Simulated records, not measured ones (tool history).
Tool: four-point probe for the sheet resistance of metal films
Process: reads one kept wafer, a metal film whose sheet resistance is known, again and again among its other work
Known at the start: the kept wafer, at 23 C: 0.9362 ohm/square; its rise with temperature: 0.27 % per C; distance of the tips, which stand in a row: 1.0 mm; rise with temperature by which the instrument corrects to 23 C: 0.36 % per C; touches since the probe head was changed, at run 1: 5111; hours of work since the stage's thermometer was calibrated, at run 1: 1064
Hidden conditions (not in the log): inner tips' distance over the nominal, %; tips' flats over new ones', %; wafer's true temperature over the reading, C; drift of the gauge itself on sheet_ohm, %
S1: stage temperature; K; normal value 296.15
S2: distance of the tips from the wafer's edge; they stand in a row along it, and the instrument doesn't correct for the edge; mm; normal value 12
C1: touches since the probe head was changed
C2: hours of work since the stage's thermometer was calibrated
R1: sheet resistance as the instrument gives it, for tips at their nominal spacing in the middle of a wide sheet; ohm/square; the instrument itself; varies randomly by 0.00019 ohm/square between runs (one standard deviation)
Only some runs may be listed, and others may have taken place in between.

| run | hour | S1 | S2 | C1 | C2 | R1 |
|---|---|---|---|---|---|---|
| 1 | 0.0 | 296.15 | 12 | 5111 | 1064 | 0.937453 |
| 2 | 20.4 | 296.15 | 12 | 5564 | 1079 | 0.937314 |
| 3 | 40.3 | 296.15 | 12 | 6003 | 1093 | 0.937016 |
| 4 | 53.7 | 296.15 | 12 | 6302 | 1103 | 0.937253 |
| 5 | 63.1 | 296.15 | 12 | 6508 | 1110 | 0.937102 |
| 6 | 82.6 | 295.15 | 12 | 6941 | 1124 | 0.938519 |
| 7 | 94.0 | 295.15 | 12 | 7193 | 1132 | 0.938067 |
| 8 | 114.0 | 295.15 | 12 | 7635 | 1146 | 0.938346 |
| 9 | 134.1 | 305.15 | 12 | 8080 | 1161 | 0.929923 |
| 10 | 148.4 | 305.15 | 12 | 8397 | 1171 | 0.929605 |
| 11 | 162.8 | 296.15 | 12 | 8717 | 1181 | 0.937462 |
| 12 | 172.7 | 296.15 | 12 | 8936 | 1188 | 0.937036 |
| 13 | 193.5 | 296.15 | 5 | 9395 | 1203 | 0.953424 |
| 14 | 215.3 | 305.15 | 12 | 9879 | 1219 | 0.929767 |
| 15 | 231.5 | 296.15 | 12 | 10238 | 1231 | 0.936959 |
| 16 | 250.8 | 292.15 | 12 | 10665 | 1244 | 0.940653 |
| 17 | 261.0 | 292.15 | 12 | 10891 | 1252 | 0.940630 |
| 18 | 283.3 | 296.15 | 12 | 11385 | 1268 | 0.936905 |
| 19 | 301.0 | 307.15 | 12 | 11776 | 1281 | 0.928183 |
| 20 | 322.9 | 296.15 | 12 | 12262 | 1296 | 0.936877 |
| 21 | 332.4 | 302.15 | 12 | 12473 | 1303 | 0.931717 |
| 22 | 353.4 | 302.15 | 12 | 12937 | 1318 | 0.931723 |
| 23 | 365.0 | 293.15 | 12 | 13193 | 1326 | 0.939087 |
| 24 | 374.7 | 300.15 | 30 | 13409 | 1333 | 0.930599 |
| 25 | 395.8 | 302.15 | 61 | 13877 | 1349 | 0.928350 |
| 26 | 413.7 | 295.15 | 14 | 14272 | 1361 | 0.936472 |
| 27 | 436.3 | 296.15 | 12 | 14774 | 1378 | 0.936486 |
| 28 | 457.1 | 294.15 | 6 | 15233 | 1393 | 0.949039 |
| 29 | 476.5 | 300.15 | 16 | 15663 | 1407 | 0.932061 |
| 30 | 495.6 | 296.15 | 71 | 16085 | 1420 | 0.933552 |
| 31 | 512.2 | 307.15 | 22 | 16454 | 1432 | 0.925200 |
| 32 | 528.6 | 294.15 | 9 | 16817 | 1444 | 0.940931 |
| 33 | 550.2 | 294.15 | 9 | 17296 | 1460 | 0.941141 |
| 34 | 565.2 | 294.15 | 9 | 17627 | 1470 | 0.941192 |
| 35 | 587.8 | 294.15 | 9 | 18128 | 1486 | 0.941093 |
| 36 | 605.2 | 304.15 | 5 | 18513 | 1499 | 0.946060 |
| 37 | 624.7 | 302.15 | 51 | 18943 | 1513 | 0.928298 |
| 38 | 642.6 | 302.15 | 51 | 19342 | 1526 | 0.928422 |
| 39 | 660.2 | 299.15 | 7 | 19731 | 1538 | 0.940631 |
| 40 | 675.4 | 293.15 | 64 | 20068 | 1549 | 0.935569 |
| 41 | 697.9 | 296.15 | 12 | 20565 | 1566 | 0.936401 |
| 42 | 717.1 | 298.15 | 12 | 20991 | 1579 | 0.934571 |
| 43 | 729.0 | 300.15 | 40 | 21255 | 1588 | 0.930124 |
| 44 | 744.5 | 304.15 | 12 | 21597 | 1599 | 0.929605 |

Table of differences, measured result less the result of that run with no hidden state. Run-to-run variation is the same in both. Gauge scatter possibly is not:
| run | R1 |
|---|---|
| 1 | -0.002317 |
| 2 | -0.002345 |
| 3 | -0.002371 |
| 4 | -0.002391 |
| 5 | -0.002405 |
| 6 | -0.002440 |
| 7 | -0.002454 |
| 8 | -0.002482 |
| 9 | -0.002458 |
| 10 | -0.002474 |
| 11 | -0.002544 |
| 12 | -0.002557 |
| 13 | -0.002630 |
| 14 | -0.002568 |
| 15 | -0.002639 |
| 16 | -0.002690 |
| 17 | -0.002705 |
| 18 | -0.002712 |
| 19 | -0.002677 |
| 20 | -0.002768 |
| 21 | -0.002746 |
| 22 | -0.002775 |
| 23 | -0.002844 |
| 24 | -0.002809 |
| 25 | -0.002826 |
| 26 | -0.002900 |
| 27 | -0.002931 |
| 28 | -0.003004 |
| 29 | -0.002957 |
| 30 | -0.003003 |
| 31 | -0.002961 |
| 32 | -0.003082 |
| 33 | -0.003113 |
| 34 | -0.003135 |
| 35 | -0.003167 |
| 36 | -0.003168 |
| 37 | -0.003144 |
| 38 | -0.003169 |
| 39 | -0.003247 |
| 40 | -0.003278 |
| 41 | -0.003300 |
| 42 | -0.003312 |
| 43 | -0.003306 |
| 44 | -0.003310 |
